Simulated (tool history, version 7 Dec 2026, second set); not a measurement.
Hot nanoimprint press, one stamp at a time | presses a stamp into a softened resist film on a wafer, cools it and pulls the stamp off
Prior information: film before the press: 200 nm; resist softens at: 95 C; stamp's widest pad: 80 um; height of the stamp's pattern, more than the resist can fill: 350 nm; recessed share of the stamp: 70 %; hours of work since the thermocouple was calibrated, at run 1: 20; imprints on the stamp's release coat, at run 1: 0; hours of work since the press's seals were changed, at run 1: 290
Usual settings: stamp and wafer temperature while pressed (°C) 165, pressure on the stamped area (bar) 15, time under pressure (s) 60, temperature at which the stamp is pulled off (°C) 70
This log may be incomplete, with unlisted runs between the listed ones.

run	day	stamp and wafer temperature while pressed (°C)	pressure on the stamped area (bar)	time under pressure (s)	temperature at which the stamp is pulled off (°C)	hours of work since the thermocouple was calibrated	imprints on the stamp's release coat	hours of work since the press's seals were changed	resist left under the stamp's widest pad (Å)	greatest force while the stamp is pulled off (N)
1	0	165	15	60	70	20	0	290	1188	228
2	2.392	165	15	60	70	62	226	332	1198	229
3	3.821	165	15	60	70	87	362	357	1192	230
4	5.112	165	15	60	70	110	484	379	1195	233
5	7.804	165	15	60	70	157	740	426	1203	237
6	9.729	165	15	60	56	190	922	460	1210	312
7	11.925	165	15	60	56	229	1130	498	1204	318
# day 12.962: stamp cleaned and given a new release coat
8	13.683	165	15	60	56	255	69	524	1219	282
# day 16.392: press's hydraulic seals changed and the load cell set to zero
9	17.121	165	15	60	56	309	363	13	1214	295
# day 19.054: plate thermocouple calibrated
10	19.154	165	15	60	56	2	544	46	1188	295
11	21.483	165	15	60	70	42	765	87	1181	240
12	23.221	165	15	60	76	73	929	117	1188	217
13	25.517	165	15	60	70	113	1147	157	1197	252
# day 26.217: stamp cleaned and given a new release coat
14	27.646	165	15	60	70	146	135	190	1197	236
15	29.408	165	15	60	70	176	302	221	1217	236
16	32.579	165	15	60	70	232	603	276	1211	243
17	34.383	165	12.2	60	70	263	774	307	1321	247
18	36.425	170	19.8	54	61	299	968	343	976	289
19	38.692	170	19.8	54	61	338	1183	383	986	292
# day 39.012: plate thermocouple calibrated
# day 39.262: stamp cleaned and given a new release coat
20	40.788	160	12.7	60	70	27	145	413	1394	225
21	43.683	160	12.7	60	70	77	420	463	1397	229
22	45.279	158	12.7	60	70	105	571	491	1465	238
23	47.675	162	11.1	60	70	147	798	533	1442	238
# day 49.842: press's hydraulic seals changed and the load cell set to zero
24	50.879	157	12.4	60	63	197	1071	18	1500	278
# day 52.517: stamp cleaned and given a new release coat
25	52.517	164	12.4	60	63	221	0	42	1332	256
26	54.954	165	15	60	68	264	231	85	1205	244
27	58.058	177	17.1	60	59	318	525	139	872	284
# day 59.738: plate thermocouple calibrated
28	60.85	177	17.1	60	59	19	778	186	852	288
29	62.562	163	15	60	70	49	941	216	1249	240

Here are 3 independent what-if runs from the current tool condition. What would each one return?
A	64.379	163	10.7	60	70	81	1113	247	?	?
B	64.379	163	15	64	70	81	1113	247	?	?
C	64.379	154	12.3	60	70	81	1113	247	?	?

run	resist left under the stamp's widest pad (Å)	greatest force while the stamp is pulled off (N)
A	1417	252
B	1235	247
C	1594	251
Stripped of hidden state, with their random variation kept, the same runs would have yielded:
run	resist left under the stamp's widest pad (Å)	greatest force while the stamp is pulled off (N)
A	1398	230
B	1213	225
C	1575	228
